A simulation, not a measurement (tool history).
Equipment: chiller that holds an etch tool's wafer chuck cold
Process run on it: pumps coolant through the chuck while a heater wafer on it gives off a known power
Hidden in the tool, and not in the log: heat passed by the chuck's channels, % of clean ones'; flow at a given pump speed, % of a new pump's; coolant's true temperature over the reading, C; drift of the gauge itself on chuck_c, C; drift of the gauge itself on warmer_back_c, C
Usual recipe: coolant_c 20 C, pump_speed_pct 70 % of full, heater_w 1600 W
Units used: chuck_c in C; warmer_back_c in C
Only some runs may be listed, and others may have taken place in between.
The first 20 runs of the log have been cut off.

run	hour	coolant_c	pump_speed_pct	heater_w	hours since the coolant was changed and the channels were flushed	hours since the pump was overhauled	hours since the chiller's thermometer was calibrated	chuck_c	warmer_back_c
21	925.3	18	78	1966	1316	3251	5473	30.7	4.69
22	976.7	13	79	1324	1367	3303	5525	21.3	3.13
23	1015	24	62	1549	1406	3341	5563	36.1	4.72
24	1078	20	65	2046	1469	3404	5626	35.6	5.8
25	1119	20	65	2046	1510	3445	5667	35.7	5.94
26	1183.6	11	80	1600	1574	3510	5732	21.1	3.72
27	1247.8	25	80	912	1638	3574	5796	30.5	2.14
28	1277.6	10	70	1585	1668	3604	5826	21.4	4.31
29	1341.8	26	75	2104	1732	3668	5890	40.1	5.2
# hour 1372.3: chiller's thermometer calibrated
30	1412.1	26	75	2104	1802	3737	40	40.9	5.26
31	1464.3	25	89	2340	1854	3790	92	39.3	4.93
32	1511.7	20	64	1641	1901	3837	139	33.5	4.89

3 options for the next run, each taken on its own from the tool as it stands now. Forecast them:
A	1565.8	19	97	1204	1955	3891	193	?	?
B	1565.8	20	75	968	1955	3891	193	?	?
C	1565.8	24	70	1080	1955	3891	193	?	?

run	chuck_c	warmer_back_c
A	25.8	2.29
B	26.9	2.45
C	32	2.92
With no hidden state in the tool, these same runs would have given:
run	chuck_c	warmer_back_c
A	25.1	2.08
B	26.2	2.24
C	31.2	2.66
